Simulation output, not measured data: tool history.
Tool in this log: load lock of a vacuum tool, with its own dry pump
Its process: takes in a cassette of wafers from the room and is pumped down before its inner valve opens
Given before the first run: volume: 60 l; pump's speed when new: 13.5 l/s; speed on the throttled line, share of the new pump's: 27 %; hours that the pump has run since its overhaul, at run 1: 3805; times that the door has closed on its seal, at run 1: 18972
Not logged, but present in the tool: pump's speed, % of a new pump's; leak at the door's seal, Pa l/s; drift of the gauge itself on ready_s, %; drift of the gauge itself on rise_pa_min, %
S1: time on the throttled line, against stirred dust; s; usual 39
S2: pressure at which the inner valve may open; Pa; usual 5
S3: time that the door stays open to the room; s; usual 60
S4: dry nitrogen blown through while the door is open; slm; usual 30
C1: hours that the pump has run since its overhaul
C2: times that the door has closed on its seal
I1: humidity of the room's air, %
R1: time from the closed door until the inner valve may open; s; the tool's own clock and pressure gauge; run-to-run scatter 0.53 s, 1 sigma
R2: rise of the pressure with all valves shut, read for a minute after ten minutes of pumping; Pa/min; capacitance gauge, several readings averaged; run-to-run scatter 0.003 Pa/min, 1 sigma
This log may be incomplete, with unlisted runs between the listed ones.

run	hour	S1	S2	S3	S4	C1	C2	I1	R1	R2
1	0.0	39	5	60	30	3805	18972	47.0	72.9	0.156
2	122.5	39	5	60	30	3927	19520	45.3	73.4	0.163
3	244.9	39	5	60	30	4050	20069	45.8	74.2	0.166
4	327.7	62	5	60	30	4133	20439	41.7	91.2	0.174
5	455.5	62	5	60	30	4260	21012	46.4	90.1	0.178
6	562.3	62	5	60	30	4367	21491	48.3	91.2	0.189
7	684.9	62	5	60	30	4490	22039	42.9	91.7	0.198
8	815.2	62	5	62	30	4620	22623	43.5	89.2	0.207
9	901.0	62	5	62	30	4706	23007	40.6	90.7	0.221
10	974.0	39	5	60	30	4779	23334	49.6	74.5	0.225
11	1040.0	39	5	60	30	4845	23630	44.3	74.0	0.223
12	1123.5	39	5	60	4	4928	24004	44.6	73.6	0.240
13	1195.1	39	5	60	4	5000	24325	43.5	74.3	0.247

The next listed run, before its measurement:
14	1283.5	32	5	27	4	5088	24720	48.0	?	?

Run 14 came out at R1 69.0 s, R2 0.247 Pa/min.
Without the tool's hidden state the same run would have given R1 67.7 s, R2 0.017 Pa/min.

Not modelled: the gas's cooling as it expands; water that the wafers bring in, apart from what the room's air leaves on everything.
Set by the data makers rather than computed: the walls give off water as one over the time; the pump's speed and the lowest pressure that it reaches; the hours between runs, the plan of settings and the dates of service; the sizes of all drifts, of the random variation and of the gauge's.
